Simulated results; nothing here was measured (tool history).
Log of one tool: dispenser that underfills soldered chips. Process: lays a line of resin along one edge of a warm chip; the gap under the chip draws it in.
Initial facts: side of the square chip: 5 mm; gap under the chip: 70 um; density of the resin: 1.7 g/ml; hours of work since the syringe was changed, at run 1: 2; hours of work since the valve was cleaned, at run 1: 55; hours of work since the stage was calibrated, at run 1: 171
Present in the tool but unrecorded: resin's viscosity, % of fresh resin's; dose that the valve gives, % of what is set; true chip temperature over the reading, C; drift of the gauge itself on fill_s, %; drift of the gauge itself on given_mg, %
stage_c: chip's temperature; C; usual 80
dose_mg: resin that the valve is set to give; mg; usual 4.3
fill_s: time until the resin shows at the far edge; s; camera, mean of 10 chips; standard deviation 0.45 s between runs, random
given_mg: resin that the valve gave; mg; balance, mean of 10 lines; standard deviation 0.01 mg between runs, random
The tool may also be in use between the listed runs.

run     day  stage_c  dose_mg  hours of work since the syringe was changed  hours of work since the valve was cleaned  hours of work since the stage was calibrated  fill_s  given_mg
  1       0       80      4.3                                            2                                         55                                           171    38.8      4.13
  2   0.475       80      4.3                                            9                                         62                                           178    66.9      4.12
      0.538  -- new syringe of resin
      1.008  -- dispensing valve cleaned and set on the balance
  3   1.029       80      4.3                                            7                                          0                                           185    55.3      4.27
      1.258  -- new syringe of resin
  4   1.462       80      4.3                                            3                                          7                                           192    40.8      4.26
  5   1.717       80      4.3                                            7                                         10                                           195    55.6      4.25
      1.929  -- new syringe of resin
  6   2.254       80      4.3                                            5                                         18                                           203    47.7      4.23
      2.596  -- new syringe of resin
  7   2.833       80      4.3                                            4                                         27                                           212    43.6      4.21
      3.267  -- new syringe of resin
  8   3.288       80      4.3                                            0                                         33                                           218    34.9      4.18
  9   3.788       67      4.3                                            8                                         41                                           226     101      4.19
      3.946  -- new syringe of resin
 10   4.083       67     4.86                                            2                                         45                                           230    64.6       4.7
 11   4.329       80      4.3                                            6                                         49                                           234    52.3      4.16
 12   4.562       80      4.3                                            9                                         52                                           237    67.1      4.14
      4.646  -- new syringe of resin
 13   4.921       80      4.3                                            4                                         58                                           242    46.6      4.11
 14   5.158       80      4.3                                            8                                         61                                           246    62.3      4.11
      5.312  -- new syringe of resin
 15   5.608       80      4.3                                            4                                         68                                           253    46.8      4.09
      5.771  -- dispensing valve cleaned and set on the balance
 16   5.946       80      4.3                                            9                                          3                                           257    65.5      4.28
      6.029  -- new syringe of resin
 17   6.467       80      4.3                                            7                                         10                                           265    53.2      4.26
        6.7  -- new syringe of resin
 18   6.858       80      4.3                                            2                                         16                                           270    38.9      4.24
 19   7.312       77     5.34                                            9                                         23                                           277    72.3      5.23
      7.375  -- new syringe of resin
 20   7.858       88     5.34                                            7                                         31                                           285    40.8      5.21
      8.038  -- new syringe of resin
 21   8.262       79     5.56                                            3                                         37                                           291    43.6      5.41
      8.712  -- new syringe of resin
 22   8.746       72     4.33                                            1                                         44                                           298    47.1       4.2
 23   9.292       73      4.3                                            9                                         52                                           306    83.7      4.12
        9.4  -- new syringe of resin
 24   9.808       73      4.3                                            6                                         59                                           314    69.7      4.13
     10.104  -- new syringe of resin
 25  10.162       83     4.23                                            1                                         65                                           319      32      4.03
     10.529  -- dispensing valve cleaned and set on the balance
 26  10.558       75     3.98                                            6                                          0                                           324    66.3      3.96
     10.808  -- new syringe of resin
 27  11.129       75     3.98                                            5                                          9                                           333    58.5      3.95
     11.467  -- new syringe of resin
 28  11.571       75     3.98                                            2                                         15                                           339      46      3.93
 29  11.925       80     4.22                                            7                                         21                                           344    55.8      4.15
     12.133  -- new syringe of resin
 30  12.296       80     4.36                                            2                                         26                                           350    40.1      4.28
 31  12.554       80     4.01                                            6                                         30                                           354    53.5      3.92
     12.829  -- new syringe of resin
 32  13.004       94     4.03                                            3                                         36                                           360    23.8      3.94
 33    13.4       78     4.72                                            9                                         42                                           366    66.2      4.58
     13.504  -- new syringe of resin
 34  13.954       80     4.17                                            7                                         50                                           374    53.9      4.02
     14.171  -- new syringe of resin
 35  14.508       69     5.04                                            5                                         58                                           382      71      4.83

Hidden state or all else? Some run-to-run changes of fill_s, split into what the settings, what came in and random variation would give without the hidden state, and what is left for the hidden state (with any gauge scatter that isn't in both results):
Run 8 -> 9: stage_c 80 -> 67. fill_s +66.1 s: hidden state +43.5, all else +22.6.
Run 9 -> 10: dose_mg 4.3 -> 4.86, new syringe of resin. fill_s -36.4 s: hidden state -35.8, all else -0.6.
Run 22 -> 23: stage_c 72 -> 73, dose_mg 4.33 -> 4.3. fill_s +36.6 s: hidden state +38.1, all else -1.5.
Run 24 -> 25: stage_c 73 -> 83, dose_mg 4.3 -> 4.23, new syringe of resin. fill_s -37.7 s: hidden state -22.9, all else -14.8.
Run 32 -> 33: stage_c 94 -> 78, dose_mg 4.03 -> 4.72. fill_s +42.4 s: hidden state +26.3, all else +16.1.

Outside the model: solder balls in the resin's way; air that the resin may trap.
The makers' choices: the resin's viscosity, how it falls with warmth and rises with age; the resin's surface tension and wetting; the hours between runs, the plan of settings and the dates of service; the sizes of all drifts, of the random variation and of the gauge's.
